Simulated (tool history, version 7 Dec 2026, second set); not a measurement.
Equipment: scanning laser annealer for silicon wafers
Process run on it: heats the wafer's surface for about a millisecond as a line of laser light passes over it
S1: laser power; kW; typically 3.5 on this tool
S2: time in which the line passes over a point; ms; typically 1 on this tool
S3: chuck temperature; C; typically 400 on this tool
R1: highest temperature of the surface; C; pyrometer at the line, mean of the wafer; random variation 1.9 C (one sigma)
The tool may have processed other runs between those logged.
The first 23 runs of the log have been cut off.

Run 24, day 8.875: usual settings but S1 3.083 kW, S2 0.95 ms, S3 396 C. Result: R1 1039 C.
Run 25, day 9.146: usual settings but S1 3.083 kW, S2 0.95 ms, S3 396 C. Result: R1 1035 C.
Run 26, day 9.558: usual settings but S1 3.547 kW, S3 381 C. Result: R1 1130 C.
Run 27, day 10.017: usual settings but S1 3.547 kW, S3 381 C. Result: R1 1129 C.
Run 28, day 10.275: usual settings but S1 3.547 kW, S3 381 C. Result: R1 1130 C.
Run 29, day 10.712: usual settings but S1 2.99 kW, S2 1.11 ms, S3 393 C. Result: R1 1073 C.
Run 30, day 11.25: usual settings but S2 0.75 ms, S3 381 C. Result: R1 1009 C.
Run 31, day 11.492: usual settings but S2 1.01 ms, S3 426 C. Result: R1 1171 C.

Run 32 is up next; what results do you expect?
Run 32, day 11.854: usual settings but S2 1.01 ms, S3 426 C. Result: R1 ?.

{"run 32": {"R1": 1168}}
Had the tool carried no hidden state, the very same run would have given R1 1197 C.

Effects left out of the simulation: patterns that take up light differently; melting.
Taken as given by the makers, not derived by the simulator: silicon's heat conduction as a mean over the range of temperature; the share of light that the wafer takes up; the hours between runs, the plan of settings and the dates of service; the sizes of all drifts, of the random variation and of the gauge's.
